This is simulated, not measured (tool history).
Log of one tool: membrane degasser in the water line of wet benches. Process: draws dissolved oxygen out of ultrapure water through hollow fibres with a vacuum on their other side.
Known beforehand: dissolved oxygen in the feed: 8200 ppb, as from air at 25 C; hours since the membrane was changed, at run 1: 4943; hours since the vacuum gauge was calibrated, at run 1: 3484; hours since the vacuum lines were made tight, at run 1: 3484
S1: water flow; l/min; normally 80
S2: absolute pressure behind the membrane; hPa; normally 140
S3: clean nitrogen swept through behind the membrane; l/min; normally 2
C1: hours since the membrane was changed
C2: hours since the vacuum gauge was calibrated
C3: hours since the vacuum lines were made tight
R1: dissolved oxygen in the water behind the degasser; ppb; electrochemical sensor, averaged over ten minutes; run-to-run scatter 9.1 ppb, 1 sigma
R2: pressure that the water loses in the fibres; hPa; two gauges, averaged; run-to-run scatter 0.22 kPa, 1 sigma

Run 1, hour 0: usual settings; C1 4943; C2 3484; C3 3484. Result: R1 889.9 ppb, R2 525 hPa.
Run 2, hour 93.2: usual settings; C1 5037; C2 3577; C3 3577. Result: R1 920.6 ppb, R2 523.2 hPa.
Run 3, hour 163.6: usual settings; C1 5107; C2 3648; C3 3648. Result: R1 893.6 ppb, R2 525.2 hPa.
Run 4, hour 233: usual settings; C1 5176; C2 3717; C3 3717. Result: R1 906.3 ppb, R2 523.9 hPa.
Run 5, hour 361.4: usual settings but S2 343 hPa; C1 5305; C2 3846; C3 3846. Result: R1 2047 ppb, R2 528.3 hPa.
Run 6, hour 438.9: usual settings but S2 343 hPa; C1 5382; C2 3923; C3 3923. Result: R1 2059.5 ppb, R2 526.7 hPa.
Run 7, hour 561.2: usual settings but S2 343 hPa, S3 1.07 l/min; C1 5505; C2 4046; C3 4046. Result: R1 2941.7 ppb, R2 527.5 hPa.
Run 8, hour 646: usual settings but S1 79 l/min, S2 134 hPa, S3 2.19 l/min; C1 5589; C2 4130; C3 4130. Result: R1 813.2 ppb, R2 521.2 hPa.
Run 9, hour 705.5: usual settings but S1 79 l/min, S2 134 hPa, S3 2.19 l/min; C1 5649; C2 4190; C3 4190. Result: R1 823.7 ppb, R2 517.5 hPa.
Run 10, hour 829.7: usual settings but S1 83 l/min, S2 152 hPa, S3 2.19 l/min; C1 5773; C2 4314; C3 4314. Result: R1 952.3 ppb, R2 545.4 hPa.
Run 11, hour 921.4: usual settings but S1 126 l/min, S2 253 hPa, S3 1.89 l/min; C1 5865; C2 4406; C3 4406. Result: R1 2306.7 ppb, R2 829.7 hPa.

What will run 12 give?
Run 12, hour 1030.8: usual settings but S1 95 l/min, S2 125 hPa; C1 5974; C2 4515; C3 4515. Result: R1 ?, R2 ?.

Run 12 yielded R1 948.3 ppb, R2 621.8 hPa.
If the tool had no hidden condition, the same run with the same run-to-run variation would have returned R1 948.1 ppb, R2 621.6 hPa.

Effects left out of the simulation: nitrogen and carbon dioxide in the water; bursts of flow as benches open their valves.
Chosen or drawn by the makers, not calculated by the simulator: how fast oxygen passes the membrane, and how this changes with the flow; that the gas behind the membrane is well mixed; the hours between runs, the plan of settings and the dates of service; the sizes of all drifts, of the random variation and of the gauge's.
